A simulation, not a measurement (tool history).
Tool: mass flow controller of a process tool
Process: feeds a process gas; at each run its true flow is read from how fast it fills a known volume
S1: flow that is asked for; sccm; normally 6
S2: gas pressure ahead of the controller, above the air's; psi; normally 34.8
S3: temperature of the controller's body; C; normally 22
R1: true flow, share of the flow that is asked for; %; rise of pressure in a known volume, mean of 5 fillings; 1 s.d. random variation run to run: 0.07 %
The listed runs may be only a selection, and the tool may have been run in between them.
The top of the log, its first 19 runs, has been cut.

run	day	S1	S2	S3	R1
# day 47.4: controller's zero set anew, once more
20	49.933	6	34.8	22	97.75
21	53.192	6	34.8	22	97.76
22	56.85	6	23.4	22	98.1
23	58.596	6	23.4	22	98.3
24	60.938	6	34.8	22	97.81
25	62.979	6	34.8	22	97.92
26	64.775	3	39.2	23	97.34
27	68.283	6	22.6	28	98.57
28	71.829	6	22.6	28	98.57
29	75.379	12	34.8	30	99.15
30	77.412	6	25.2	35	98.9
31	78.912	6	35.2	31	98.28
32	82.292	17	20.5	22	99.93
33	84.079	17	20.5	22	100
34	87.629	17	20.5	22	100.19
35	89.967	17	20.5	22	100.17
36	92.233	9	36.3	23	98.56
37	95.758	5	27.1	22	98.44
38	99.229	5	34.8	21	98.14
39	102.725	20	27	25	100.54
40	105.817	20	27	25	100.6

Run 41 comes next. What will it give?
41	108.125	17	34.8	22	?

R1: 99.71 %
The same run, on a tool lacking any hidden state, would have yielded R1 99.21 %.
